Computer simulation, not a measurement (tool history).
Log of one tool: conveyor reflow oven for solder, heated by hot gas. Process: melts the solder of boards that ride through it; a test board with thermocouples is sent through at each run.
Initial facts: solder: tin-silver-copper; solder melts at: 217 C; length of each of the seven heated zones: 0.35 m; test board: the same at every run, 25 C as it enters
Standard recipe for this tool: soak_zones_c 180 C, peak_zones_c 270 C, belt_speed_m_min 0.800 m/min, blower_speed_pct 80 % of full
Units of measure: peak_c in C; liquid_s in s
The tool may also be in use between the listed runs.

{"run": 1, "hour": 0.0, "soak_zones_c": 180, "peak_zones_c": 270, "belt_speed_m_min": 0.8, "blower_speed_pct": 80, "peak_c": 253.8, "liquid_s": 41.7}
{"run": 2, "hour": 32.3, "soak_zones_c": 188, "peak_zones_c": 270, "belt_speed_m_min": 0.8, "blower_speed_pct": 80, "peak_c": 254.9, "liquid_s": 44.7}
{"run": 3, "hour": 70.3, "soak_zones_c": 180, "peak_zones_c": 270, "belt_speed_m_min": 0.643, "blower_speed_pct": 80, "peak_c": 259.0, "liquid_s": 55.9}
{"run": 4, "hour": 109.8, "soak_zones_c": 185, "peak_zones_c": 270, "belt_speed_m_min": 0.643, "blower_speed_pct": 80, "peak_c": 259.2, "liquid_s": 57.5}
{"run": 5, "hour": 145.8, "soak_zones_c": 185, "peak_zones_c": 270, "belt_speed_m_min": 0.643, "blower_speed_pct": 80, "peak_c": 259.2, "liquid_s": 57.3}
{"run": 6, "hour": 177.7, "soak_zones_c": 180, "peak_zones_c": 270, "belt_speed_m_min": 0.8, "blower_speed_pct": 80, "peak_c": 252.5, "liquid_s": 41.2}
{"run": 7, "hour": 213.7, "soak_zones_c": 180, "peak_zones_c": 270, "belt_speed_m_min": 0.8, "blower_speed_pct": 80, "peak_c": 252.5, "liquid_s": 40.8}
{"run": 8, "hour": 236.4, "soak_zones_c": 180, "peak_zones_c": 270, "belt_speed_m_min": 0.665, "blower_speed_pct": 80, "peak_c": 257.5, "liquid_s": 52.8}
{"run": 9, "hour": 275.0, "soak_zones_c": 180, "peak_zones_c": 270, "belt_speed_m_min": 0.8, "blower_speed_pct": 51, "peak_c": 246.7, "liquid_s": 36.5}
{"run": 10, "hour": 294.3, "soak_zones_c": 180, "peak_zones_c": 270, "belt_speed_m_min": 0.8, "blower_speed_pct": 51, "peak_c": 246.0, "liquid_s": 36.7}
{"run": 11, "hour": 315.9, "soak_zones_c": 180, "peak_zones_c": 270, "belt_speed_m_min": 0.8, "blower_speed_pct": 51, "peak_c": 246.6, "liquid_s": 36.5}
{"run": 12, "hour": 356.8, "soak_zones_c": 180, "peak_zones_c": 270, "belt_speed_m_min": 0.8, "blower_speed_pct": 51, "peak_c": 246.0, "liquid_s": 36.3}
{"run": 13, "hour": 387.9, "soak_zones_c": 180, "peak_zones_c": 270, "belt_speed_m_min": 0.8, "blower_speed_pct": 51, "peak_c": 246.1, "liquid_s": 36.1}
{"run": 14, "hour": 429.2, "soak_zones_c": 180, "peak_zones_c": 270, "belt_speed_m_min": 0.8, "blower_speed_pct": 51, "peak_c": 246.1, "liquid_s": 35.7}
{"run": 15, "hour": 449.2, "soak_zones_c": 180, "peak_zones_c": 258, "belt_speed_m_min": 0.8, "blower_speed_pct": 51, "peak_c": 236.1, "liquid_s": 28.7}
{"run": 16, "hour": 483.7, "soak_zones_c": 180, "peak_zones_c": 258, "belt_speed_m_min": 0.8, "blower_speed_pct": 51, "peak_c": 235.7, "liquid_s": 28.5}
{"run": 17, "hour": 520.0, "soak_zones_c": 167, "peak_zones_c": 270, "belt_speed_m_min": 0.87, "blower_speed_pct": 80, "peak_c": 246.7, "liquid_s": 31.3}
{"run": 18, "hour": 549.0, "soak_zones_c": 167, "peak_zones_c": 270, "belt_speed_m_min": 0.87, "blower_speed_pct": 80, "peak_c": 246.8, "liquid_s": 31.2}
{"run": 19, "hour": 597.3, "soak_zones_c": 180, "peak_zones_c": 270, "belt_speed_m_min": 0.8, "blower_speed_pct": 58, "peak_c": 248.6, "liquid_s": 39.1}
{"run": 20, "hour": 623.8, "soak_zones_c": 180, "peak_zones_c": 270, "belt_speed_m_min": 0.8, "blower_speed_pct": 58, "peak_c": 248.8, "liquid_s": 38.9}
{"run": 21, "hour": 648.4, "soak_zones_c": 180, "peak_zones_c": 279, "belt_speed_m_min": 0.8, "blower_speed_pct": 80, "peak_c": 261.1, "liquid_s": 45.4}
{"run": 22, "hour": 683.9, "soak_zones_c": 180, "peak_zones_c": 279, "belt_speed_m_min": 0.8, "blower_speed_pct": 80, "peak_c": 260.4, "liquid_s": 44.4}
{"run": 23, "hour": 716.6, "soak_zones_c": 173, "peak_zones_c": 271, "belt_speed_m_min": 0.756, "blower_speed_pct": 85, "peak_c": 255.0, "liquid_s": 42.9}
{"run": 24, "hour": 734.6, "soak_zones_c": 180, "peak_zones_c": 270, "belt_speed_m_min": 0.893, "blower_speed_pct": 54, "peak_c": 242.0, "liquid_s": 29.1}
{"run": 25, "hour": 775.4, "soak_zones_c": 188, "peak_zones_c": 284, "belt_speed_m_min": 0.659, "blower_speed_pct": 89, "peak_c": 272.4, "liquid_s": 61.2}
{"run": 26, "hour": 813.5, "soak_zones_c": 173, "peak_zones_c": 284, "belt_speed_m_min": 0.944, "blower_speed_pct": 50, "peak_c": 245.6, "liquid_s": 27.4}
{"run": 27, "hour": 835.6, "soak_zones_c": 173, "peak_zones_c": 267, "belt_speed_m_min": 0.909, "blower_speed_pct": 50, "peak_c": 234.7, "liquid_s": 21.4}
{"run": 28, "hour": 874.7, "soak_zones_c": 195, "peak_zones_c": 275, "belt_speed_m_min": 0.745, "blower_speed_pct": 80, "peak_c": 262.9, "liquid_s": 53.3}
{"run": 29, "hour": 896.6, "soak_zones_c": 186, "peak_zones_c": 267, "belt_speed_m_min": 0.8, "blower_speed_pct": 80, "peak_c": 252.0, "liquid_s": 42.6}
{"run": 30, "hour": 920.1, "soak_zones_c": 173, "peak_zones_c": 264, "belt_speed_m_min": 0.844, "blower_speed_pct": 54, "peak_c": 238.7, "liquid_s": 26.9}

Put back what was entered between runs (5 entries, withheld): which listed runs does each sit between, and how does the hidden state differ from the listed run before to the listed run after?
Between runs 8 and 9: flux residue cleaned out of gas plates and filters (hour 245.2)
  heat that the gas passes to the board, % of a clean oven's: 92.8 -> 98.3; belt's true speed, % of the reading: 99.11 -> 99.1; true gas temperature in zones 6 and 7 over the reading, C: -1.82 -> -1.87
  measured value less the no-hidden-state value, peak_c: -3.0 -> -1.5 C; liquid_s: -1.1 -> -0.6 s
Between runs 18 and 19: belt drive overhauled, speed set with a stopwatch (hour 555.0); flux residue cleaned out of gas plates and filters (hour 590.1)
  heat that the gas passes to the board, % of a clean oven's: 92.7 -> 99; belt's true speed, % of the reading: 98.95 -> 98.21; true gas temperature in zones 6 and 7 over the reading, C: -2.23 -> -2.28
  measured value less the no-hidden-state value, peak_c: -3.8 -> -1.5 C; liquid_s: -2.0 -> +0.0 s
Between runs 21 and 22: belt drive overhauled, speed set with a stopwatch, once more (hour 664.4)
  heat that the gas passes to the board, % of a clean oven's: 98 -> 97.3; belt's true speed, % of the reading: 98.19 -> 99.85; true gas temperature in zones 6 and 7 over the reading, C: -2.35 -> -2.39
  measured value less the no-hidden-state value, peak_c: -2.0 -> -2.8 C; liquid_s: +0.2 -> -1.0 s
Between runs 27 and 28: thermocouples of zones 6 and 7 changed (hour 850.1)
  heat that the gas passes to the board, % of a clean oven's: 94.2 -> 93.4; belt's true speed, % of the reading: 99.78 -> 99.76; true gas temperature in zones 6 and 7 over the reading, C: -2.59 -> 0.36
  measured value less the no-hidden-state value, peak_c: -3.5 -> -1.0 C; liquid_s: -2.9 -> -0.3 s
